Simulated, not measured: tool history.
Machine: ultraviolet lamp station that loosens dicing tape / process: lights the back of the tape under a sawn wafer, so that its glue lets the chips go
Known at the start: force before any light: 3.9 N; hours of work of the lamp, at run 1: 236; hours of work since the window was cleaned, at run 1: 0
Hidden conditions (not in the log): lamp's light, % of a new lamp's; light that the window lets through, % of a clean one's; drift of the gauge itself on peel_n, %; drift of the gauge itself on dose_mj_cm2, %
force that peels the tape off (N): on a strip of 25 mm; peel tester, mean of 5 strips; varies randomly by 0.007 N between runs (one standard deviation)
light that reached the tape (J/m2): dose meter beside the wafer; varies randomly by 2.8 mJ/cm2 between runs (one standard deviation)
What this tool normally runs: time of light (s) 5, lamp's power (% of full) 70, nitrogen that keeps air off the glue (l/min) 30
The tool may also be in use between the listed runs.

| run | hour | time of light (s) | lamp's power (% of full) | nitrogen that keeps air off the glue (l/min) | hours of work of the lamp | hours of work since the window was cleaned | force that peels the tape off (N) | light that reached the tape (J/m2) |
|---|---|---|---|---|---|---|---|---|
| 1 | 0 | 5 | 70 | 30 | 236 | 0 | 0.254 | 3600 |
| 2 | 10.6 | 5 | 70 | 30 | 244 | 8 | 0.259 | 3600 |
| 3 | 21 | 5 | 70 | 30 | 251 | 16 | 0.262 | 3580 |
| 4 | 31.3 | 5 | 70 | 15 | 259 | 23 | 0.323 | 3560 |
| 5 | 38.8 | 5 | 70 | 30 | 265 | 29 | 0.244 | 3550 |
| 6 | 44.5 | 5 | 70 | 30 | 269 | 33 | 0.264 | 3580 |
| 7 | 54.5 | 5 | 70 | 30 | 276 | 41 | 0.271 | 3510 |
| 8 | 60.1 | 5 | 80 | 30 | 281 | 45 | 0.224 | 4050 |
| 9 | 69 | 5 | 80 | 30 | 287 | 51 | 0.229 | 4010 |
| 10 | 81 | 5 | 80 | 30 | 296 | 60 | 0.228 | 3960 |
| 11 | 88.2 | 3 | 80 | 30 | 302 | 66 | 0.445 | 2400 |
| 12 | 100.4 | 5 | 70 | 30 | 311 | 75 | 0.272 | 3460 |
| 13 | 106.4 | 5 | 70 | 30 | 315 | 79 | 0.273 | 3430 |
| 14 | 117.2 | 5 | 70 | 21 | 323 | 87 | 0.296 | 3430 |
| 15 | 124.5 | 5 | 70 | 21 | 329 | 93 | 0.294 | 3420 |
| 16 | 132.5 | 5 | 70 | 21 | 335 | 99 | 0.31 | 3470 |
| 17 | 141.4 | 5 | 70 | 21 | 341 | 106 | 0.31 | 3440 |
| 18 | 147.5 | 5 | 70 | 30 | 346 | 110 | 0.278 | 3360 |
| 19 | 155.4 | 5 | 70 | 30 | 352 | 116 | 0.278 | 3410 |
| 20 | 160.9 | 5 | 70 | 30 | 356 | 120 | 0.269 | 3400 |
| 21 | 167.4 | 5 | 98 | 30 | 361 | 125 | 0.213 | 4760 |
| 22 | 174 | 5 | 98 | 30 | 366 | 130 | 0.199 | 4770 |
| 23 | 181.2 | 5 | 70 | 30 | 371 | 135 | 0.262 | 3340 |
| 24 | 191.9 | 5 | 98 | 13 | 379 | 143 | 0.246 | 4720 |
| 25 | 197.8 | 7 | 92 | 45 | 383 | 148 | 0.191 | 6130 |
| 26 | 203.4 | 7 | 89 | 30 | 387 | 152 | 0.191 | 5930 |
| 27 | 214.4 | 4 | 99 | 19 | 396 | 160 | 0.269 | 3780 |
| 28 | 219.6 | 7 | 73 | 18 | 400 | 164 | 0.212 | 4870 |
| 29 | 230 | 7 | 73 | 18 | 407 | 172 | 0.217 | 4810 |
| 30 | 241.3 | 5 | 61 | 11 | 416 | 180 | 0.482 | 2920 |
| 31 | 248.8 | 5 | 61 | 11 | 421 | 186 | 0.474 | 2890 |
| 32 | 254.1 | 5 | 80 | 11 | 425 | 190 | 0.318 | 3730 |
| 33 | 264.4 | 4 | 66 | 11 | 433 | 197 | 0.589 | 2510 |
| 34 | 276.2 | 4 | 75 | 30 | 442 | 206 | 0.365 | 2820 |
| 35 | 283.9 | 4 | 75 | 30 | 448 | 212 | 0.36 | 2800 |
| 36 | 294.5 | 8 | 74 | 11 | 455 | 220 | 0.214 | 5500 |
| 37 | 302.8 | 4 | 84 | 56 | 462 | 226 | 0.276 | 3080 |
| 38 | 313.4 | 4 | 79 | 17 | 470 | 234 | 0.4 | 2890 |
| 39 | 322.1 | 4 | 79 | 17 | 476 | 240 | 0.418 | 2880 |
| 40 | 330.7 | 4 | 79 | 17 | 482 | 247 | 0.414 | 2850 |
| 41 | 338.4 | 4 | 79 | 17 | 488 | 252 | 0.418 | 2880 |
| 42 | 343.6 | 8 | 70 | 24 | 492 | 256 | 0.215 | 5120 |
| 43 | 352.7 | 3 | 70 | 19 | 499 | 263 | 0.715 | 1880 |
| 44 | 359.7 | 3 | 70 | 19 | 504 | 268 | 0.737 | 1900 |
| 45 | 367.4 | 3 | 70 | 19 | 510 | 274 | 0.769 | 1930 |

Below are 3 alternative next runs, each starting from the tool's condition after run 45. Predict each:
| A | 374.1 | 4 | 91 | 19 | 515 | 279 | ? | ? |
| B | 374.1 | 5 | 78 | 30 | 515 | 279 | ? | ? |
| C | 374.1 | 5 | 70 | 18 | 515 | 279 | ? | ? |

| run | force that peels the tape off (N) | light that reached the tape (J/m2) |
|---|---|---|
| A | 0.326 | 3340 |
| B | 0.273 | 3520 |
| C | 0.355 | 3120 |
The same runs, with their run-to-run variation unchanged, on a tool lacking any hidden condition would have given:
| run | force that peels the tape off (N) | light that reached the tape (J/m2) |
|---|---|---|
| A | 0.253 | 4070 |
| B | 0.224 | 4310 |
| C | 0.271 | 3830 |

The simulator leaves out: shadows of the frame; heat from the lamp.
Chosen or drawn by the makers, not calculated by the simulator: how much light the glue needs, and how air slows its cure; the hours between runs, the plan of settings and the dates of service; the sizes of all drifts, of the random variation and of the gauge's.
